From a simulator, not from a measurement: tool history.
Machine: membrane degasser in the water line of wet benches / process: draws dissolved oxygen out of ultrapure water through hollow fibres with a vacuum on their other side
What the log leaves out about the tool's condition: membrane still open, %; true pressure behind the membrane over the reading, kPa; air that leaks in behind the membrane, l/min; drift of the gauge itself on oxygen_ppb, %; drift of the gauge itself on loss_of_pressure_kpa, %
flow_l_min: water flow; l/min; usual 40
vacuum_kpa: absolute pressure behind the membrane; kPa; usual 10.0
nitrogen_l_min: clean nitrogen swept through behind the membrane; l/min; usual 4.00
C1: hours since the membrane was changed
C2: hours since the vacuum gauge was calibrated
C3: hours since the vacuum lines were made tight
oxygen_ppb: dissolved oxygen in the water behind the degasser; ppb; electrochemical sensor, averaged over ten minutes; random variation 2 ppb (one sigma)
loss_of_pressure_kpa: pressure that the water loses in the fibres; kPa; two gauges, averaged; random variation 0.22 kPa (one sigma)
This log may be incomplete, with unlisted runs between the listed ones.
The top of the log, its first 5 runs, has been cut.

run 6 day=6.400 | flow_l_min=42 vacuum_kpa=10.0 nitrogen_l_min=4.00 | C1=490 C2=3312 C3=1504 | oxygen_ppb=215.2 loss_of_pressure_kpa=56.41
run 7 day=7.233 | flow_l_min=42 vacuum_kpa=10.0 nitrogen_l_min=4.00 | C1=510 C2=3332 C3=1523 | oxygen_ppb=213.7 loss_of_pressure_kpa=56.36
run 8 day=9.162 | flow_l_min=42 vacuum_kpa=10.0 nitrogen_l_min=4.00 | C1=557 C2=3379 C3=1570 | oxygen_ppb=217.1 loss_of_pressure_kpa=56.39
run 9 day=10.179 | flow_l_min=42 vacuum_kpa=10.0 nitrogen_l_min=4.00 | C1=581 C2=3403 C3=1594 | oxygen_ppb=214.9 loss_of_pressure_kpa=56.20
run 10 day=11.583 | flow_l_min=42 vacuum_kpa=10.0 nitrogen_l_min=4.00 | C1=615 C2=3437 C3=1628 | oxygen_ppb=215.0 loss_of_pressure_kpa=56.21
run 11 day=13.300 | flow_l_min=40 vacuum_kpa=10.0 nitrogen_l_min=8.58 | C1=656 C2=3478 C3=1669 | oxygen_ppb=121.9 loss_of_pressure_kpa=53.91
run 12 day=14.100 | flow_l_min=40 vacuum_kpa=10.0 nitrogen_l_min=10.56 | C1=675 C2=3497 C3=1688 | oxygen_ppb=105.6 loss_of_pressure_kpa=53.94
-- day=15.588 vacuum gauge calibrated
run 13 day=16.042 | flow_l_min=24 vacuum_kpa=10.0 nitrogen_l_min=4.00 | C1=721 C2=11 C3=1734 | oxygen_ppb=109.2 loss_of_pressure_kpa=32.45
run 14 day=17.742 | flow_l_min=24 vacuum_kpa=10.0 nitrogen_l_min=4.00 | C1=762 C2=52 C3=1775 | oxygen_ppb=110.6 loss_of_pressure_kpa=32.02
run 15 day=18.779 | flow_l_min=24 vacuum_kpa=10.0 nitrogen_l_min=4.00 | C1=787 C2=77 C3=1800 | oxygen_ppb=110.1 loss_of_pressure_kpa=32.44
run 16 day=20.617 | flow_l_min=24 vacuum_kpa=10.0 nitrogen_l_min=4.00 | C1=831 C2=121 C3=1844 | oxygen_ppb=111.1 loss_of_pressure_kpa=32.19
run 17 day=21.554 | flow_l_min=44 vacuum_kpa=10.0 nitrogen_l_min=2.60 | C1=854 C2=143 C3=1867 | oxygen_ppb=308.1 loss_of_pressure_kpa=58.86
run 18 day=22.438 | flow_l_min=40 vacuum_kpa=7.4 nitrogen_l_min=4.00 | C1=875 C2=164 C3=1888 | oxygen_ppb=143.3 loss_of_pressure_kpa=53.34
run 19 day=23.404 | flow_l_min=40 vacuum_kpa=17.5 nitrogen_l_min=6.96 | C1=898 C2=188 C3=1911 | oxygen_ppb=239.4 loss_of_pressure_kpa=53.80
run 20 day=24.350 | flow_l_min=40 vacuum_kpa=17.5 nitrogen_l_min=6.96 | C1=921 C2=210 C3=1934 | oxygen_ppb=236.4 loss_of_pressure_kpa=54.08
run 21 day=25.900 | flow_l_min=40 vacuum_kpa=17.5 nitrogen_l_min=6.96 | C1=958 C2=248 C3=1971 | oxygen_ppb=237.8 loss_of_pressure_kpa=54.01

What will run 22 give?
run 22 day=27.650 | flow_l_min=40 vacuum_kpa=18.3 nitrogen_l_min=4.00 | C1=1000 C2=289 C3=2013 | oxygen_ppb=? loss_of_pressure_kpa=?

Logged for run 22: oxygen_ppb 389.5 ppb, loss_of_pressure_kpa 53.83 kPa.
Without the tool's hidden state the same run would have given oxygen_ppb 385.7 ppb, loss_of_pressure_kpa 53.47 kPa.
